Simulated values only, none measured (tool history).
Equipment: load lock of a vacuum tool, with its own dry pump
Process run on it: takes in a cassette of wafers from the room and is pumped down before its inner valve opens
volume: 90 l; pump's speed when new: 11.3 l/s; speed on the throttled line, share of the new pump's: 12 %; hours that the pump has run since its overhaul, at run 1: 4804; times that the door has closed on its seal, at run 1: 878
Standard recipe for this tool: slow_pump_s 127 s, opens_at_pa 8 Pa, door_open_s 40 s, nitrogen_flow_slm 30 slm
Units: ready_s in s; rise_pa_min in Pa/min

run	hour	slow_pump_s	opens_at_pa	door_open_s	nitrogen_flow_slm	hours that the pump has run since its overhaul	times that the door has closed on its seal	incoming humidity of the room's air, %	ready_s	rise_pa_min
1	0	127	8	40	30	4804	878	45.4	194.8	0.019
2	70.5	127	8	40	30	4874	1092	45.9	195	0.02
3	159.5	127	8	40	30	4963	1361	41.8	195.6	0.019
4	231.3	127	8	40	30	5035	1579	42.9	196.4	0.023
5	271.7	127	8	40	30	5075	1701	46	196.4	0.019
6	326.7	127	8	40	30	5130	1868	41.2	194.4	0.018
7	426.1	127	8	40	30	5230	2169	45.2	195.4	0.019
8	479.5	127	8	64	6	5283	2331	45.6	195	0.045
9	526.4	127	8	64	6	5330	2473	44.3	195.4	0.044
10	594.7	127	9	146	6	5398	2679	47.7	194.2	0.067
11	666	127	9	68	12	5470	2895	45.5	195.3	0.04
12	718.4	72	7	36	44	5522	3054	42	151.6	0.017
13	813.9	127	10	145	30	5618	3343	44.1	194.3	0.034
14	892.1	194	9	45	30	5696	3580	44.2	257.9	0.031

Each row is a separate what-if for the run after 14, all from the same tool condition, not one after another. Results?
A	963	127	8	185	12	5767	3795	46.4	?	?
B	963	127	9	45	30	5767	3795	46.4	?	?
C	963	127	10	32	30	5767	3795	44.7	?	?

run	ready_s	rise_pa_min
A	197.8	0.061
B	197.8	0.028
C	196.1	0.023
Had the tool no hidden state, the same runs would have come out as:
run	ready_s	rise_pa_min
A	187.8	0.052
B	187.9	0.019
C	186.3	0.014
